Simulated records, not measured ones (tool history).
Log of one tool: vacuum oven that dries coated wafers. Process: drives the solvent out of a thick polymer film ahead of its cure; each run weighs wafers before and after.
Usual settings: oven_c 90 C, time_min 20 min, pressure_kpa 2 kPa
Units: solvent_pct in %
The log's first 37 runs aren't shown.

run    hour  oven_c  time_min  pressure_kpa  hours of work since the thermocouples were calibrated  hours of work since the vacuum gauge was cleaned of residue  solvent_pct
 38   982.4      93        20             2                                                     85                                                         1816         1.71
 39   997.6      93        20             2                                                     97                                                         1828         1.71
 40  1013.4      89        34             2                                                    110                                                         1840         1.62
 41  1032.5      89        34             2                                                    125                                                         1856          1.6
 42  1066.4      89        34             2                                                    152                                                         1883          1.6
 43  1087.7      89        34             2                                                    169                                                         1900         1.68
 44  1114.7      90        25          1.46                                                    191                                                         1921         1.51
 45  1146.7      90        25          1.46                                                    216                                                         1947         1.61
 46  1162.8      77        10           2.7                                                    229                                                         1960         9.69
 47  1188.3      77        10           2.7                                                    250                                                         1980         9.81

4 ways to go on from here, each from the tool as it stands after run 47. What would each give?
  A  1208.9      94        10           2.7                                                    266                                                         1997            ?
  B  1208.9      77        14          4.79                                                    266                                                         1997            ?
  C  1208.9      77        10          3.99                                                    266                                                         1997            ?
  D  1208.9      90        19          1.66                                                    266                                                         1997            ?

run  solvent_pct
  A         3.75
  B         9.64
  C        10.31
  D         2.28
Without the tool's hidden state the same runs would have given:
run  solvent_pct
  A         3.37
  B         9.12
  C         9.86
  D         1.88

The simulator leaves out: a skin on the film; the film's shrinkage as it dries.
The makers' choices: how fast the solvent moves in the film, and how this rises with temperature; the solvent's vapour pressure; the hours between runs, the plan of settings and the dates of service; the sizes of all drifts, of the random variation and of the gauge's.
